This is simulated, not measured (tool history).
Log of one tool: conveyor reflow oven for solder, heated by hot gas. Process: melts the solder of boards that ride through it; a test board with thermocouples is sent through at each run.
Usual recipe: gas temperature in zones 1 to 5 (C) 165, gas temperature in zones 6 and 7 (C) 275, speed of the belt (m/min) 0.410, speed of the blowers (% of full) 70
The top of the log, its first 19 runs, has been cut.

run     day  gas temperature in zones 1 to 5 (C)  gas temperature in zones 6 and 7 (C)  speed of the belt (m/min)  speed of the blowers (% of full)  highest temperature of the board (C)  time above the solder's melting point (s)
 20  32.233                                  156                                   276                      0.416                                53                                 259.1                                       78.5
 21  34.508                                  156                                   276                      0.416                                53                                 258.8                                       77.0
 22  36.617                                  156                                   276                      0.416                                53                                 259.4                                       76.5
 23  38.104                                  156                                   276                      0.416                                54                                 258.8                                       78.3
 24  39.538                                  154                                   271                      0.349                                70                                 262.5                                       98.4
 25  41.912                                  165                                   279                      0.410                                54                                 263.8                                       86.5
 26  43.854                                  165                                   279                      0.410                                54                                 263.6                                       86.7
 27  45.725                                  165                                   285                      0.410                                58                                 269.8                                       88.7
 28  47.000                                  165                                   271                      0.341                                58                                 262.4                                      102.9
 29  49.479                                  165                                   275                      0.407                                74                                 263.8                                       86.7
 30  50.662                                  170                                   272                      0.410                                59                                 258.7                                       83.7

Each row is a separate what-if for the run after 30, all from the same tool condition, not one after another. Results?
  A  52.238                                  170                                   282                      0.410                                69                                     ?                                          ?
  B  52.238                                  165                                   283                      0.410                                70                                     ?                                          ?
  C  52.238                                  170                                   270                      0.408                                59                                     ?                                          ?

run  highest temperature of the board (C)  time above the solder's melting point (s)
  A                                 269.3                                       93.4
  B                                 270.2                                       90.8
  C                                 257.3                                       82.4
Without the tool's unlogged condition, the same runs would have read:
run  highest temperature of the board (C)  time above the solder's melting point (s)
  A                                 269.6                                       90.1
  B                                 270.6                                       87.8
  C                                 257.3                                       79.7
